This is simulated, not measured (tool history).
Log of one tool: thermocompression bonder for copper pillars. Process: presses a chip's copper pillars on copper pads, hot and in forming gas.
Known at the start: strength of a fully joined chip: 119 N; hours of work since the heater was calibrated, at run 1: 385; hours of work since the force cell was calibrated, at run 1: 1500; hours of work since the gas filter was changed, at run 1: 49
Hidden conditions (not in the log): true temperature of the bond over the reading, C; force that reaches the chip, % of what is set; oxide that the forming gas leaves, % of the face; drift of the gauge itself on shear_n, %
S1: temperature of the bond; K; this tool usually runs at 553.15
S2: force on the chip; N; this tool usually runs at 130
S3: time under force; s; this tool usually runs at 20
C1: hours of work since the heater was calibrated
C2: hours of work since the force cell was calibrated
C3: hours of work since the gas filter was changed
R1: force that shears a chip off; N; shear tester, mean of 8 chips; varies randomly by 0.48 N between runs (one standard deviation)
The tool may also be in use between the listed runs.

run,hour,S1,S2,S3,C1,C2,C3,R1
1,0.0,553.15,130,20,385,1500,49,72.2
2,40.3,553.15,130,20,408,1523,73,72.3
3,76.5,553.15,96,20,429,1544,94,54.9
4,141.2,553.15,96,20,467,1582,131,53.8
# hour 221.8: force cell calibrated
5,231.4,553.15,96,17,518,6,183,46.4
# hour 247.5: forming gas filter changed
6,312.1,562.15,96,17,565,52,38,58.2
7,393.7,562.15,96,17,613,100,85,58.7
8,457.0,562.15,96,17,650,137,122,57.1
# hour 497.7: heater calibrated with a thermocouple chip
9,516.9,553.15,186,20,11,170,156,78.7
# hour 582.0: forming gas filter changed
10,588.8,553.15,130,20,53,212,4,66.5
11,635.5,553.15,130,26,80,239,31,71.3
12,700.9,553.15,127,21,118,277,69,65.0
13,764.1,568.15,159,33,155,314,106,95.3
14,841.8,564.15,174,35,200,359,151,95.1
15,888.4,542.15,103,20,227,386,178,42.8
# hour 915.6: forming gas filter changed
16,931.4,552.15,127,11,252,411,9,55.6
17,977.9,552.15,113,14,279,438,36,54.6
18,1035.0,552.15,113,14,312,471,70,52.8
19,1116.7,552.15,165,17,360,519,117,75.7
20,1166.4,572.15,97,21,389,548,146,66.5
21,1244.2,572.15,97,21,434,593,191,66.0
# hour 1252.7: forming gas filter changed
22,1293.0,572.15,97,21,462,621,23,73.8

Predict each of these 4 candidate next runs independently; none follows another, all start after run 22:
A,1349.0,553.15,157,57,495,654,56,?
B,1349.0,542.15,130,20,495,654,56,?
C,1349.0,561.15,130,20,495,654,56,?
D,1349.0,575.15,160,11,495,654,56,?

run,R1
A,101.1
B,62.4
C,78.8
D,88.0
Take away the tool's hidden state, keep each run's random variation, and the runs would have read:
run,R1
A,97.0
B,54.8
C,71.8
D,82.2
